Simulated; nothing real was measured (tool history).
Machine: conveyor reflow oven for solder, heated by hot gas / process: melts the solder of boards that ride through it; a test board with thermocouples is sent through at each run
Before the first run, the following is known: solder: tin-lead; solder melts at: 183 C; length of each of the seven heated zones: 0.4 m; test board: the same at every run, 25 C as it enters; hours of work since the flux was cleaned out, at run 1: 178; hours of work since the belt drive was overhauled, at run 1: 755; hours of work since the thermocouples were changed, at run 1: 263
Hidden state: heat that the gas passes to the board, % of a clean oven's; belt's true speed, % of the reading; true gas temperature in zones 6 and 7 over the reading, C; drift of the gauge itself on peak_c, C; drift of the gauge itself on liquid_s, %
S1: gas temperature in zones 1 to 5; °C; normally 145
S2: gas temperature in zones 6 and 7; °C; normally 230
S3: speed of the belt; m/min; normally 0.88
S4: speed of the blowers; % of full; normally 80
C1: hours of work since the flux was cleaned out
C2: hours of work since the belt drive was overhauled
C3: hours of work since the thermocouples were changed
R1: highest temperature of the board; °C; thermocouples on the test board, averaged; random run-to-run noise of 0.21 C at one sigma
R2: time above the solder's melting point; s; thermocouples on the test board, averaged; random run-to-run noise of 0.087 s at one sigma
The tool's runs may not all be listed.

run 1 hour=0 | S1=145 S2=230 S3=0.88 S4=80 | C1=178 C2=755 C3=263 | R1=219.5 R2=44.49
run 2 hour=17.5 | S1=145 S2=230 S3=0.88 S4=80 | C1=187 C2=764 C3=271 | R1=219.3 R2=44.61
run 3 hour=33.4 | S1=145 S2=230 S3=0.88 S4=80 | C1=195 C2=772 C3=279 | R1=219.7 R2=44.54
run 4 hour=50 | S1=145 S2=230 S3=0.88 S4=80 | C1=203 C2=780 C3=287 | R1=219.3 R2=44.43
run 5 hour=65.1 | S1=145 S2=230 S3=0.88 S4=80 | C1=210 C2=787 C3=295 | R1=219.2 R2=44.59
-- hour=73.6 flux residue cleaned out of gas plates and filters
run 6 hour=89.5 | S1=145 S2=230 S3=0.88 S4=80 | C1=8 C2=797 C3=304 | R1=219.1 R2=44.59
run 7 hour=107.4 | S1=151 S2=240 S3=0.88 S4=80 | C1=17 C2=805 C3=313 | R1=229.6 R2=50.12
run 8 hour=116.6 | S1=145 S2=243 S3=0.954 S4=52 | C1=21 C2=810 C3=317 | R1=221.5 R2=41.29

The next listed run, before its measurement:
run 9 hour=124.9 | S1=142 S2=230 S3=0.88 S4=65 | C1=25 C2=814 C3=321 | R1=? R2=?

Run 9 came out at R1 216.2 °C, R2 41.67 s.
Minus the tool's unlogged condition, the same run would have read R1 216.2 °C, R2 41.66 s.
